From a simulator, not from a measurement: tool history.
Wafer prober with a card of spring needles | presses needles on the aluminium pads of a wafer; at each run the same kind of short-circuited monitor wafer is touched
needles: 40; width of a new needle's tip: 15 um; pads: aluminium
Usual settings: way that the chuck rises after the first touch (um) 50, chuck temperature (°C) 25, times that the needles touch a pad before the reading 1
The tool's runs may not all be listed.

run	hour	way that the chuck rises after the first touch (um)	chuck temperature (°C)	times that the needles touch a pad before the reading	resistance of one needle with its contact and lead (mohm)	way that a needle slides on the pad (um)
1	0	50	25	1	129	8.13
# hour 19.7: tips cleaned on abrasive film
2	34.5	50	25	1	127	8.21
# hour 46.7: tips cleaned on abrasive film
3	66	32	25	1	139	5.16
# hour 74.5: tips cleaned on abrasive film
4	84.4	50	25	2	128	8.13
# hour 101.7: tips cleaned on abrasive film
5	108.1	50	109	2	142	8.16
# hour 128.2: tips cleaned on abrasive film
6	148.8	50	25	1	129	8.1
# hour 155.8: tips cleaned on abrasive film
7	166	50	25	1	129	8.02
# hour 183.6: tips cleaned on abrasive film
8	199.3	50	25	1	130	8.1
# hour 212.4: tips cleaned on abrasive film
9	235.6	50	25	1	128	8.06
# hour 238.2: tips cleaned on abrasive film
# hour 266.6: tips cleaned on abrasive film
10	275.4	60	25	1	126	9.68
# hour 294.9: tips cleaned on abrasive film
11	304.5	60	121	1	141	9.64
# hour 322.9: tips cleaned on abrasive film
12	338.3	60	121	1	144	9.59
# hour 350: tips cleaned on abrasive film
13	365	50	25	1	127	8.01
# hour 375.9: tips cleaned on abrasive film
# hour 401.7: tips cleaned on abrasive film
14	401.7	50	25	1	127	7.95
# hour 427.8: tips cleaned on abrasive film
15	436.3	50	25	1	127	7.96
# hour 440.7: gauge calibrated
# hour 454: tips cleaned on abrasive film
16	469.6	50	98	1	138	8.15
# hour 482: tips cleaned on abrasive film
17	505.1	40	51	3	135	6.53
# hour 507.8: tips cleaned on abrasive film
# hour 530.4: height of the first contact set anew
# hour 534.5: tips cleaned on abrasive film
18	535.6	36	26	1	133	5.87
19	559.3	36	26	1	132	5.8
# hour 561.5: tips cleaned on abrasive film
# hour 588.1: tips cleaned on abrasive film
20	597.7	39	55	1	134	6.25
# hour 615.5: tips cleaned on abrasive film
21	631.9	39	55	1	137	6.32
# hour 641.8: tips cleaned on abrasive film
# hour 669.9: tips cleaned on abrasive film
22	673.2	39	55	1	138	6.27
# hour 698.8: tips cleaned on abrasive film
23	712.7	39	64	3	139	6.28
# hour 726.3: tips cleaned on abrasive film
24	736.3	39	64	3	136	6.3
# hour 753.5: tips cleaned on abrasive film
25	757.8	54	64	3	132	8.62
# hour 780.8: tips cleaned on abrasive film
26	784.9	54	64	3	135	8.65
# hour 807.3: tips cleaned on abrasive film
27	809.2	50	26	1	127	8.02
28	828.9	30	33	2	136	4.76
# hour 834.5: tips cleaned on abrasive film
# hour 860.7: tips cleaned on abrasive film
29	861.6	30	33	2	137	4.82
# hour 888.3: tips cleaned on abrasive film
30	890	69	25	1	123	10.99

Hidden state or all else? Some run-to-run changes of way that a needle slides on the pad (um), split into what the settings, what came in and random variation would give without the hidden state, and what is left for the hidden state (with any gauge scatter that isn't in both results):
The hidden state here: debris on the tips, nm; way that the needles fall short of the set height, um; tips' diameter, um; drift of the gauge itself on contact_mohm, %; drift of the gauge itself on scrub_um, %.
Run 2 -> 3: way that the chuck rises after the first touch (um) 50 -> 32, tips cleaned on abrasive film. way that a needle slides on the pad (um) -3.05: hidden state +0, all else -3.05.
Run 15 -> 16: chuck temperature (°C) 25 -> 98, gauge calibrated, tips cleaned on abrasive film. way that a needle slides on the pad (um) +0.19: hidden state +0.19, all else +0.
Run 24 -> 25: way that the chuck rises after the first touch (um) 39 -> 54, tips cleaned on abrasive film. way that a needle slides on the pad (um) +2.32: hidden state -0.05, all else +2.37.
Run 27 -> 28: way that the chuck rises after the first touch (um) 50 -> 30, chuck temperature (°C) 26 -> 33, times that the needles touch a pad before the reading 1 -> 2. way that a needle slides on the pad (um) -3.26: hidden state +0.05, all else -3.31.
Run 29 -> 30: way that the chuck rises after the first touch (um) 30 -> 69, chuck temperature (°C) 33 -> 25, times that the needles touch a pad before the reading 2 -> 1, tips cleaned on abrasive film. way that a needle slides on the pad (um) +6.17: hidden state -0.16, all else +6.33.
